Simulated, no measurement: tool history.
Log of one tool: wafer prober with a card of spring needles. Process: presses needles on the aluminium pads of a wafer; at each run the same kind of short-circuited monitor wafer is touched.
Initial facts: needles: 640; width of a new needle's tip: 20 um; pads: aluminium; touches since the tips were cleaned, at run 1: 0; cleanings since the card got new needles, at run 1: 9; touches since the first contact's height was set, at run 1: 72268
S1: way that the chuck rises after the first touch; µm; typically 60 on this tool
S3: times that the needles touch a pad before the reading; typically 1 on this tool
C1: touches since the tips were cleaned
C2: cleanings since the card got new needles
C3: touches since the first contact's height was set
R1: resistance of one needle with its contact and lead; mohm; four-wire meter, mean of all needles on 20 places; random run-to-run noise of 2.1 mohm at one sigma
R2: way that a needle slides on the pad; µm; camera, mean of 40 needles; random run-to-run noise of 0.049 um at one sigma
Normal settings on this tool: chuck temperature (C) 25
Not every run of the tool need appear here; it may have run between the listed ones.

run 1 day=0.000 | S1=60 chuck_temperature_(C)=25 S3=1 | C1=0 C2=9 C3=72268 | R1=238 R2=12.37
run 2 day=0.308 | S1=60 chuck_temperature_(C)=25 S3=1 | C1=3713 C2=9 C3=75981 | R1=236 R2=12.45
-- day=0.592 tips cleaned on abrasive film
run 3 day=0.808 | S1=60 chuck_temperature_(C)=25 S3=1 | C1=2622 C2=10 C3=82017 | R1=239 R2=12.40
run 4 day=1.054 | S1=60 chuck_temperature_(C)=25 S3=1 | C1=5574 C2=10 C3=84969 | R1=234 R2=12.34
-- day=1.188 tips cleaned on abrasive film
run 5 day=1.404 | S1=60 chuck_temperature_(C)=49 S3=1 | C1=2643 C2=11 C3=89162 | R1=247 R2=12.33
run 6 day=1.662 | S1=60 chuck_temperature_(C)=49 S3=1 | C1=5776 C2=11 C3=92295 | R1=245 R2=12.39
-- day=1.779 tips cleaned on abrasive film
run 7 day=1.958 | S1=60 chuck_temperature_(C)=49 S3=2 | C1=2174 C2=12 C3=95841 | R1=249 R2=12.29
run 8 day=2.242 | S1=60 chuck_temperature_(C)=25 S3=1 | C1=5578 C2=12 C3=99245 | R1=237 R2=12.35
-- day=2.383 tips cleaned on abrasive film
run 9 day=2.579 | S1=51 chuck_temperature_(C)=25 S3=1 | C1=2370 C2=13 C3=103269 | R1=241 R2=10.48
-- day=2.979 tips cleaned on abrasive film
run 10 day=3.092 | S1=51 chuck_temperature_(C)=25 S3=1 | C1=1347 C2=14 C3=109451 | R1=242 R2=10.47

Forecast run 11:
run 11 day=3.438 | S1=50 chuck_temperature_(C)=90 S3=1 | C1=5503 C2=14 C3=113607 | R1=? R2=?

R1: 258 mohm
R2: 10.28 µm
On a tool with no hidden condition, and with the same random variation, this run would have come out at R1 258 mohm, R2 10.33 µm.
